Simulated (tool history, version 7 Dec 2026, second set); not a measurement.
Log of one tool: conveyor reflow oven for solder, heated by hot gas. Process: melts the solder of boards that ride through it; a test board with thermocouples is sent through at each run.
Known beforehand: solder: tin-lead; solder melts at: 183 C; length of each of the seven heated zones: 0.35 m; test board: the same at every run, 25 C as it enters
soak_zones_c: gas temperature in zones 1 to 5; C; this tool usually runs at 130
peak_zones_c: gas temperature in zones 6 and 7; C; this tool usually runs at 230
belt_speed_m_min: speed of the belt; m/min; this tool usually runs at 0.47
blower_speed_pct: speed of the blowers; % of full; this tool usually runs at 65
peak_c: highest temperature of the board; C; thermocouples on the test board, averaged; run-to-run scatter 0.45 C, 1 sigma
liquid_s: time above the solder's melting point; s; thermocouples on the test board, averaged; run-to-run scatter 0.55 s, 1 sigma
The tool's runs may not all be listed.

| run | hour | soak_zones_c | peak_zones_c | belt_speed_m_min | blower_speed_pct | peak_c | liquid_s |
|---|---|---|---|---|---|---|---|
| 1 | 0 | 130 | 230 | 0.47 | 65 | 211.3 | 57.6 |
| 2 | 10.4 | 130 | 230 | 0.47 | 56 | 210 | 54.4 |
| 3 | 18.5 | 130 | 230 | 0.47 | 56 | 209.5 | 55.4 |
| 4 | 29.2 | 141 | 230 | 0.47 | 65 | 213.6 | 64.8 |
| 5 | 35.4 | 141 | 230 | 0.47 | 65 | 212.9 | 64.6 |
| 6 | 45.1 | 141 | 230 | 0.47 | 65 | 213.5 | 63.6 |
| 7 | 55.5 | 141 | 230 | 0.47 | 65 | 213.6 | 64.8 |
| 8 | 62.2 | 141 | 230 | 0.47 | 65 | 213.9 | 63.8 |
| 9 | 70.8 | 141 | 242 | 0.429 | 65 | 226.9 | 83.5 |
| 10 | 81.5 | 140 | 230 | 0.47 | 65 | 213.1 | 64.2 |
| 11 | 90.5 | 140 | 230 | 0.47 | 65 | 213.6 | 63.3 |
| 12 | 101.3 | 140 | 221 | 0.47 | 84 | 207.5 | 60.5 |
| 13 | 112.3 | 128 | 218 | 0.405 | 65 | 205.7 | 60.4 |
| 14 | 117 | 128 | 218 | 0.405 | 65 | 206.4 | 61.1 |
| 15 | 126.8 | 128 | 218 | 0.405 | 65 | 205.3 | 60.5 |
| 16 | 134.3 | 136 | 229 | 0.514 | 59 | 208.9 | 49.8 |

Predict each of these 3 candidate next runs independently; none follows another, all start after run 16:
| A | 142.1 | 130 | 230 | 0.47 | 65 | ? | ? |
| B | 142.1 | 130 | 235 | 0.47 | 77 | ? | ? |
| C | 142.1 | 130 | 229 | 0.527 | 59 | ? | ? |

| run | peak_c | liquid_s |
|---|---|---|
| A | 211.2 | 57.5 |
| B | 217.8 | 63.7 |
| C | 205.6 | 43.3 |
Without the tool's hidden state the same runs would have given:
| run | peak_c | liquid_s |
|---|---|---|
| A | 211.2 | 57.5 |
| B | 217.8 | 63.7 |
| C | 205.6 | 43.3 |
